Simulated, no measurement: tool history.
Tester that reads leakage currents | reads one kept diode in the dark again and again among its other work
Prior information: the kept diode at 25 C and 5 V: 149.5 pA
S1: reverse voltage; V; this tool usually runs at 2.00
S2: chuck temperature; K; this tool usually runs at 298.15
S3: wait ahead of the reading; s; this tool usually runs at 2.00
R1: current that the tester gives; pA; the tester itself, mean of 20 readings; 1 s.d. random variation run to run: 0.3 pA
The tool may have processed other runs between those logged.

{"run": 1, "hour": 0.0, "S1": 2.0, "S2": 298.15, "S3": 2.0, "R1": 104.95}
{"run": 2, "hour": 47.8, "S1": 2.0, "S2": 298.15, "S3": 2.0, "R1": 105.14}
{"run": 3, "hour": 88.3, "S1": 2.0, "S2": 298.15, "S3": 2.0, "R1": 105.37}
{"run": 4, "hour": 121.3, "S1": 2.0, "S2": 298.15, "S3": 2.0, "R1": 105.57}
{"run": 5, "hour": 165.3, "S1": 2.0, "S2": 298.15, "S3": 2.0, "R1": 106.05}
{"run": 6, "hour": 219.5, "S1": 2.0, "S2": 298.15, "S3": 1.79, "R1": 106.14}
{"run": 7, "hour": 273.3, "S1": 2.0, "S2": 318.15, "S3": 2.29, "R1": 460.23}
{"run": 8, "hour": 327.7, "S1": 1.92, "S2": 294.15, "S3": 2.29, "R1": 74.51}
{"run": 9, "hour": 380.9, "S1": 1.92, "S2": 308.15, "S3": 7.74, "R1": 221.45}
{"run": 10, "hour": 426.3, "S1": 2.24, "S2": 298.15, "S3": 2.0, "R1": 111.56}

The log once held 2 entries between its listed runs, left out of this copy. Where does each go, and what is different about the tool's unlogged condition between the listed run before it and the listed run after it?
Between runs 4 and 5: probe card cleaned and baked (hour 128.0)
  stray current of the dirty probe card, pA a volt: 0.488 -> 0.656; true chuck temperature over the reading, C: 0.84 -> 0.86
  measured minus no-state result, R1: +7.74 -> +8.23 pA
Between runs 7 and 8: probe card cleaned and baked, once more (hour 288.8)
  stray current of the dirty probe card, pA a volt: 0.708 -> 0.042; current scale over the true one, %: 0.14 -> 0.15; true chuck temperature over the reading, C: 0.91 -> 0.94
  measured minus no-state result, R1: +30.07 -> +5.58 pA
